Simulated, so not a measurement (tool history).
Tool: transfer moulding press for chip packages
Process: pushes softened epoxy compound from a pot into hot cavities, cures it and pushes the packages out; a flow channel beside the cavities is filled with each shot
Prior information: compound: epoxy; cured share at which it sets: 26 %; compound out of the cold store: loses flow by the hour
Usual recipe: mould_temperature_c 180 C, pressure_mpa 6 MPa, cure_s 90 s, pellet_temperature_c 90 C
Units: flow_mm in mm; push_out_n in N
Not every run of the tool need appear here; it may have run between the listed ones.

run	hour	mould_temperature_c	pressure_mpa	cure_s	pellet_temperature_c	incoming compound's hours out of the cold store	flow_mm	push_out_n
1	0	180	6	90	90	11.9	620	519
2	38.6	180	6	111	90	37.8	566	414
# hour 81.6: cavities cleaned with cleaning compound and waxed
3	81.9	180	6	111	90	28.8	581	406
4	115.5	180	6	107	90	8.5	629	439
5	158.9	180	5.84	107	90	18.6	601	439
# hour 162.6: cavities cleaned with cleaning compound and waxed
6	189.8	180	5.84	107	90	29.3	574	429
# hour 194.8: plunger's sealing rings changed
7	236.6	180	5.84	107	90	14.8	604	435
# hour 246.8: cavities cleaned with cleaning compound and waxed
8	277.5	180	5.84	107	90	36.2	562	426
9	325.1	180	5.84	107	90	42.5	543	420
# hour 329.2: cavities cleaned with cleaning compound and waxed
10	355.5	180	5.84	107	90	27.6	579	415
11	407.8	180	6	90	90	10.6	625	554
# hour 413.2: cavities cleaned with cleaning compound and waxed
# hour 423.7: mould's thermocouples calibrated
12	443.6	180	6	90	90	16.7	603	556
13	480.1	180	6	90	90	41.2	558	529
# hour 497.7: cavities cleaned with cleaning compound and waxed
14	520.7	180	6	90	90	12.7	620	551
15	557	180	6.55	90	88	26	611	536
# hour 578.8: cavities cleaned with cleaning compound and waxed
16	593.1	184	5.65	79	92	44.5	522	509
17	642.8	184	5.65	79	92	31.1	556	517
# hour 661.8: cavities cleaned with cleaning compound and waxed
18	689.2	176	6	114	90	25.7	602	477
# hour 694.1: plunger's sealing rings changed
19	740.9	176	6	87	90	10.7	646	801
# hour 746.4: cavities cleaned with cleaning compound and waxed
20	774.2	177	7.47	90	90	8.1	712	679
21	824.6	184	5.47	95	90	8.8	581	438
# hour 829.9: cavities cleaned with cleaning compound and waxed
22	854.5	180	4.95	104	90	43.2	495	440
23	887.8	178	6	90	90	40.3	561	572
# hour 912.7: cavities cleaned with cleaning compound and waxed
24	914.1	173	4.89	110	83	15.3	580	613
25	961	185	6.5	75	87	39.6	566	543
# hour 994.3: cavities cleaned with cleaning compound and waxed
26	994.3	188	7.12	80	90	42.2	581	420

Branching from run 26: 3 alternative next runs. What would each branch give?
A	1026.9	180	4.52	90	98	42.1	?	?
B	1026.9	180	6	74	90	28.4	?	?
C	1026.9	179	4.59	80	94	39.2	?	?

run	flow_mm	push_out_n
A	482	502
B	582	790
C	492	721
Take away the tool's hidden state, keep each run's random variation, and the runs would have read:
run	flow_mm	push_out_n
A	483	497
B	583	783
C	493	714

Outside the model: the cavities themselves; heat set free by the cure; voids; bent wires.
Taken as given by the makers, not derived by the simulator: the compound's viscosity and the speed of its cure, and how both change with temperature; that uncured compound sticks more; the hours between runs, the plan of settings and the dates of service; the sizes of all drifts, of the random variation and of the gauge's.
